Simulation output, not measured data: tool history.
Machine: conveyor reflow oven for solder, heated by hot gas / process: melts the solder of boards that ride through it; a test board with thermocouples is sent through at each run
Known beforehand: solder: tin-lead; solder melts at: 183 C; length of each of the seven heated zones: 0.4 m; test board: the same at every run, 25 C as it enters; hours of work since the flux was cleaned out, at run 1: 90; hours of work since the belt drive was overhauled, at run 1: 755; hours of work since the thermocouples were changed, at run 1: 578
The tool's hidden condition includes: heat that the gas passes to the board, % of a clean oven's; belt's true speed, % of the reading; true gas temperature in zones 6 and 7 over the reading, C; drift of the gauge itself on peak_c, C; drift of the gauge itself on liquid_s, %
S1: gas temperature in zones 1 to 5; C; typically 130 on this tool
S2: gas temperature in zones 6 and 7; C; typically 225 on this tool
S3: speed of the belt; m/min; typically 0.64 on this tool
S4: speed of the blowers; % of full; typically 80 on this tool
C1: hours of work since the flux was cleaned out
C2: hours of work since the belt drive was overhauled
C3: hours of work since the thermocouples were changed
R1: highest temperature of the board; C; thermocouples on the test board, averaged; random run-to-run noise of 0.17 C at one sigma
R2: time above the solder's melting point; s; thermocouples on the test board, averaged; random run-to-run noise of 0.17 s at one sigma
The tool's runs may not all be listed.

run 1 hour=0 | S1=130 S2=225 S3=0.64 S4=80 | C1=90 C2=755 C3=578 | R1=212.6 R2=50.7
run 2 hour=29.8 | S1=130 S2=225 S3=0.64 S4=80 | C1=108 C2=774 C3=597 | R1=212.2 R2=50.6
run 3 hour=55.8 | S1=130 S2=225 S3=0.64 S4=80 | C1=125 C2=790 C3=613 | R1=212.4 R2=50.8
run 4 hour=75.4 | S1=130 S2=225 S3=0.64 S4=67 | C1=137 C2=802 C3=625 | R1=209.2 R2=46.5
run 5 hour=109.7 | S1=130 S2=225 S3=0.64 S4=67 | C1=158 C2=824 C3=647 | R1=208.9 R2=46.5
run 6 hour=141.2 | S1=130 S2=225 S3=0.64 S4=61 | C1=178 C2=843 C3=667 | R1=206.9 R2=44
run 7 hour=169.9 | S1=130 S2=225 S3=0.64 S4=61 | C1=196 C2=861 C3=684 | R1=207.1 R2=43.7
run 8 hour=193.6 | S1=130 S2=225 S3=0.628 S4=80 | C1=211 C2=876 C3=699 | R1=212.3 R2=51.8
-- hour=203.8 flux residue cleaned out of gas plates and filters
run 9 hour=227.1 | S1=130 S2=225 S3=0.64 S4=59 | C1=15 C2=894 C3=717 | R1=207.9 R2=44.7
-- hour=251.5 belt drive overhauled, speed set with a stopwatch
run 10 hour=256.4 | S1=130 S2=225 S3=0.64 S4=59 | C1=30 C2=3 C3=733 | R1=207.7 R2=44
run 11 hour=276.6 | S1=130 S2=225 S3=0.64 S4=58 | C1=43 C2=16 C3=745 | R1=206.9 R2=43.4
run 12 hour=310.6 | S1=130 S2=225 S3=0.64 S4=58 | C1=64 C2=37 C3=767 | R1=207.2 R2=43.7
run 13 hour=325.4 | S1=130 S2=225 S3=0.64 S4=58 | C1=73 C2=46 C3=776 | R1=207 R2=43.1
run 14 hour=356.2 | S1=130 S2=225 S3=0.64 S4=80 | C1=93 C2=65 C3=795 | R1=212.9 R2=50.9
run 15 hour=381.1 | S1=130 S2=225 S3=0.64 S4=80 | C1=108 C2=81 C3=811 | R1=212.7 R2=51

What does the tool deliver on the next run?
run 16 hour=411.9 | S1=123 S2=225 S3=0.64 S4=60 | C1=127 C2=100 C3=830 | R1=? R2=?

R1: 206.2 C
R2: 40.5 s
Had the tool carried no hidden state, the very same run would have given R1 205.1 C, R2 39.6 s.

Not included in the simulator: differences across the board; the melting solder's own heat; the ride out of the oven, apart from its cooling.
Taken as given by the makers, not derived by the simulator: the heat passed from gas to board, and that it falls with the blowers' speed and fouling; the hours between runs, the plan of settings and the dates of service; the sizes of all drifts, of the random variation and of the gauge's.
